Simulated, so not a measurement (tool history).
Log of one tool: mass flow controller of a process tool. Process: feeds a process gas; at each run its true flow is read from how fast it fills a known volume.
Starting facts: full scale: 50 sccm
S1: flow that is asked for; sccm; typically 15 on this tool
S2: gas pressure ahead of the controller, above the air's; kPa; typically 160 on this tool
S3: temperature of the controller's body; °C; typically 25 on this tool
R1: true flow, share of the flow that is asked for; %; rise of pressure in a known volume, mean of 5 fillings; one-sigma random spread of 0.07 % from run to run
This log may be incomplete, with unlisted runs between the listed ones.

run,hour,S1,S2,S3,R1
1,0,15,160,25,98.78
2,51.9,15,160,25,98.62
3,132.4,15,160,36,98.28
4,236.7,15,160,36,98.16
5,339.9,15,160,36,98.11
6,444.6,15,160,36,98.08
7,534.4,15,160,36,98
8,629,15,160,36,98.08
9,732.6,10,160,25,98.22
10,804.8,10,160,25,98.23
11,919.7,10,160,25,98.32
# hour 929.7: controller's zero set anew
12,1030.7,10,160,25,98.06
13,1135.6,10,160,24,98.15
14,1199.5,15,160,25,98.38
15,1299,8,147,25,97.87
16,1401.7,8,147,25,97.87
17,1498.6,8,147,25,97.87
# hour 1546.6: controller's zero set anew, once more
18,1591.6,6,174,23,98.4
19,1653.8,6,174,23,98.2
20,1766.5,6,174,23,98.34
21,1867.8,14,264,21,98.26
22,1958.7,14,264,21,98.28
23,2072,14,264,21,98.15
24,2125.4,25,157,22,99.2
25,2178.6,25,157,22,99.12
26,2291.5,25,157,22,99.22
27,2344.6,25,157,22,99.13

Consider 4 possible next runs. They are alternatives, not a sequence: every one starts from the tool as it was left by run 27. What does each give?
A,2415.1,8,157,22,?
B,2415.1,11,194,31,?
C,2415.1,37,140,34,?
D,2415.1,15,160,39,?

run,R1
A,98.32
B,97.98
C,99.15
D,97.9
With no hidden state in the tool, these same runs would have given:
run,R1
A,98.89
B,98.47
C,99.48
D,98.32
